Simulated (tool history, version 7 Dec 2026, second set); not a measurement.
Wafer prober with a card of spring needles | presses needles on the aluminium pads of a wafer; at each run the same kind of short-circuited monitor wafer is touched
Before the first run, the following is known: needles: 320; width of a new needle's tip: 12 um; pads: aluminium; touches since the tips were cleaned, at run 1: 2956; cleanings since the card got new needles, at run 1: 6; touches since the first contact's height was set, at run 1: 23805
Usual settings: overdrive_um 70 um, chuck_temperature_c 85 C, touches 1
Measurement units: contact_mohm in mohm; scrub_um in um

run,hour,overdrive_um,chuck_temperature_c,touches,touches since the tips were cleaned,cleanings since the card got new needles,touches since the first contact's height was set,contact_mohm,scrub_um
1,0.0,70,85,1,2956,6,23805,198,10.64
# hour 1.6: tips cleaned on abrasive film
# hour 9.2: tips cleaned on abrasive film
# hour 18.5: tips cleaned on abrasive film
2,22.2,70,85,1,1509,9,32596,185,10.61
# hour 26.1: tips cleaned on abrasive film
# hour 33.6: tips cleaned on abrasive film
# hour 42.7: tips cleaned on abrasive film
3,49.4,70,85,1,2706,12,43366,196,10.55
# hour 51.4: tips cleaned on abrasive film
# hour 60.5: tips cleaned on abrasive film
4,65.7,70,85,1,2102,14,49817,192,10.56
# hour 69.6: tips cleaned on abrasive film
# hour 78.8: tips cleaned on abrasive film
# hour 87.8: tips cleaned on abrasive film
5,92.6,70,85,1,1954,17,60483,190,10.53
# hour 96.5: tips cleaned on abrasive film
# hour 105.4: tips cleaned on abrasive film
# hour 114.4: tips cleaned on abrasive film
# hour 123.5: tips cleaned on abrasive film
6,128.6,70,85,1,2044,21,74723,190,10.43
# hour 132.4: tips cleaned on abrasive film
# hour 141.3: tips cleaned on abrasive film
# hour 150.4: tips cleaned on abrasive film
# hour 158.5: tips cleaned on abrasive film
7,158.5,70,85,1,0,25,86542,174,10.47
# hour 167.8: tips cleaned on abrasive film
# hour 175.4: tips cleaned on abrasive film
8,178.1,70,85,1,1088,27,94319,185,10.47
# hour 183.7: tips cleaned on abrasive film
# hour 192.4: tips cleaned on abrasive film
# hour 201.0: tips cleaned on abrasive film
# hour 208.6: tips cleaned on abrasive film
9,208.6,70,85,2,0,31,106380,168,10.37
# hour 217.6: tips cleaned on abrasive film
# hour 225.1: tips cleaned on abrasive film
# hour 232.7: tips cleaned on abrasive film
# hour 241.7: tips cleaned on abrasive film
10,244.1,70,85,2,932,35,120429,176,10.42
# hour 249.6: tips cleaned on abrasive film
# hour 258.3: tips cleaned on abrasive film
# hour 265.9: tips cleaned on abrasive film
# hour 273.5: tips cleaned on abrasive film
11,275.3,70,85,1,720,39,132772,178,10.34
# hour 282.6: tips cleaned on abrasive film
# hour 291.8: tips cleaned on abrasive film
12,295.7,70,85,1,1537,41,140871,187,10.35
# hour 299.5: tips cleaned on abrasive film
# hour 308.5: tips cleaned on abrasive film
# hour 316.1: tips cleaned on abrasive film
13,319.9,67,85,1,1528,44,150466,188,9.89
# hour 325.0: tips cleaned on abrasive film
# hour 334.5: tips cleaned on abrasive film
14,334.9,70,85,1,172,46,156390,175,10.30
# hour 342.5: tips cleaned on abrasive film
# hour 351.1: tips cleaned on abrasive film
# hour 358.6: tips cleaned on abrasive film
15,365.2,87,70,2,2635,49,168404,174,12.83
# hour 367.2: tips cleaned on abrasive film
# hour 374.7: tips cleaned on abrasive film
# hour 383.9: tips cleaned on abrasive film
16,384.8,87,70,2,364,52,176156,166,12.83
# hour 392.4: tips cleaned on abrasive film
# hour 401.8: tips cleaned on abrasive film
# hour 407.7: height of the first contact set anew
# hour 411.5: tips cleaned on abrasive film
17,414.8,87,70,2,1330,55,2795,172,13.31
# hour 420.4: tips cleaned on abrasive film
# hour 429.3: tips cleaned on abrasive film
# hour 438.7: tips cleaned on abrasive film
18,441.5,51,54,2,1106,58,13363,180,7.77
# hour 447.1: tips cleaned on abrasive film
# hour 456.1: tips cleaned on abrasive film
19,460.7,69,83,1,1816,60,20971,192,10.49
# hour 464.5: tips cleaned on abrasive film
# hour 472.0: tips cleaned on abrasive film
# hour 479.6: tips cleaned on abrasive film
20,485.4,64,45,1,2331,63,30774,193,9.74
# hour 487.4: tips cleaned on abrasive film
# hour 494.9: tips cleaned on abrasive film
# hour 504.0: tips cleaned on abrasive film
21,510.9,62,36,1,2779,66,40878,200,9.33
# hour 512.9: tips cleaned on abrasive film
# hour 520.5: tips cleaned on abrasive film
# hour 529.4: tips cleaned on abrasive film
# hour 538.8: tips cleaned on abrasive film
22,544.0,62,36,1,2095,70,53985,195,9.32
# hour 547.9: tips cleaned on abrasive film
# hour 557.2: tips cleaned on abrasive film
# hour 566.1: tips cleaned on abrasive film
23,571.6,62,101,1,2230,73,64918,201,9.37
# hour 575.5: tips cleaned on abrasive film
# hour 584.7: tips cleaned on abrasive film
24,590.3,63,56,1,2244,75,72304,192,9.45
# hour 592.2: tips cleaned on abrasive film
# hour 601.5: tips cleaned on abrasive film
# hour 610.6: tips cleaned on abrasive film
# hour 618.1: tips cleaned on abrasive film
25,621.6,81,105,1,1387,79,84696,184,12.15
# hour 627.3: tips cleaned on abrasive film
# hour 634.8: tips cleaned on abrasive film
# hour 644.0: tips cleaned on abrasive film
# hour 652.7: tips cleaned on abrasive film
26,652.7,85,85,1,0,83,96989,167,12.70
# hour 660.2: tips cleaned on abrasive film
# hour 669.2: tips cleaned on abrasive film
27,670.6,52,85,2,551,85,104095,181,7.65

Forecast each of these 3 alternatives for the next run:
# hour 677.8: tips cleaned on abrasive film
# hour 685.3: tips cleaned on abrasive film
# hour 694.7: tips cleaned on abrasive film
# hour 703.9: tips cleaned on abrasive film
A,706.3,83,102,2,944,89,118223,?,?
# hour 677.8: tips cleaned on abrasive film
# hour 685.3: tips cleaned on abrasive film
# hour 694.7: tips cleaned on abrasive film
# hour 703.9: tips cleaned on abrasive film
B,706.3,82,35,2,944,89,118223,?,?
# hour 677.8: tips cleaned on abrasive film
# hour 685.3: tips cleaned on abrasive film
# hour 694.7: tips cleaned on abrasive film
# hour 703.9: tips cleaned on abrasive film
C,706.3,70,49,2,944,89,118223,?,?

run,contact_mohm,scrub_um
A,179,12.37
B,167,12.22
C,170,10.37
The same runs, with their run-to-run variation unchanged, on a tool lacking any hidden condition would have given:
run,contact_mohm,scrub_um
A,172,12.69
B,159,12.53
C,160,10.68

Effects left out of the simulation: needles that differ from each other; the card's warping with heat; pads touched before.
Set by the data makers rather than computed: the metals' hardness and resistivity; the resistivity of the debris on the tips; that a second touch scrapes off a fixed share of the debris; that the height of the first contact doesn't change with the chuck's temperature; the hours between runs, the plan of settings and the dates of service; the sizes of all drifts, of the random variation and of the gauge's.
